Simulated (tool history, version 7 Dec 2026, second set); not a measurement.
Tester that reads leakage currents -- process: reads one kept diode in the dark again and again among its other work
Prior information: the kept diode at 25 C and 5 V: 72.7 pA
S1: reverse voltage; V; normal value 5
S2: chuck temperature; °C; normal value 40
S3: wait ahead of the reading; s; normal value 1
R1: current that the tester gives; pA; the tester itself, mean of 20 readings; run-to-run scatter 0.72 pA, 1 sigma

Run 1, day 0: usual settings. Result: R1 236.28 pA.
Run 2, day 1.092: usual settings. Result: R1 236.97 pA.
Run 3, day 2.471: usual settings. Result: R1 235.78 pA.
Run 4, day 3.225: usual settings. Result: R1 237.06 pA.
Run 5, day 4.046: usual settings. Result: R1 235.97 pA.
At day 4.65: probe card cleaned and baked.
Run 6, day 5.254: usual settings but S1 4.62 V, S3 1.17 s. Result: R1 223.83 pA.
Run 7, day 5.867: usual settings but S2 30 °C, S3 9.65 s. Result: R1 106.13 pA.
Run 8, day 6.988: usual settings but S2 30 °C, S3 9.65 s. Result: R1 106.47 pA.
Run 9, day 7.938: usual settings but S2 30 °C, S3 9.65 s. Result: R1 106.27 pA.
Run 10, day 8.588: usual settings but S1 2.41 V, S3 2.53 s. Result: R1 159.02 pA.

What if the next run were any one of these 3? Each begins from the tool's condition after run 10:
Run A, day 9.546: usual settings but S1 1.86 V, S2 39 °C, S3 0.74 s. Result: R1 ?.
Run B, day 9.546: usual settings but S1 1.74 V, S3 2.53 s. Result: R1 ?.
Run C, day 9.546: usual settings but S2 21 °C. Result: R1 ?.

run      R1
  A  129.41
  B  133.73
  C   51.74
The same runs, with their run-to-run variation unchanged, on a tool lacking any hidden condition would have given:
run      R1
  A  133.47
  B  137.91
  C   53.46

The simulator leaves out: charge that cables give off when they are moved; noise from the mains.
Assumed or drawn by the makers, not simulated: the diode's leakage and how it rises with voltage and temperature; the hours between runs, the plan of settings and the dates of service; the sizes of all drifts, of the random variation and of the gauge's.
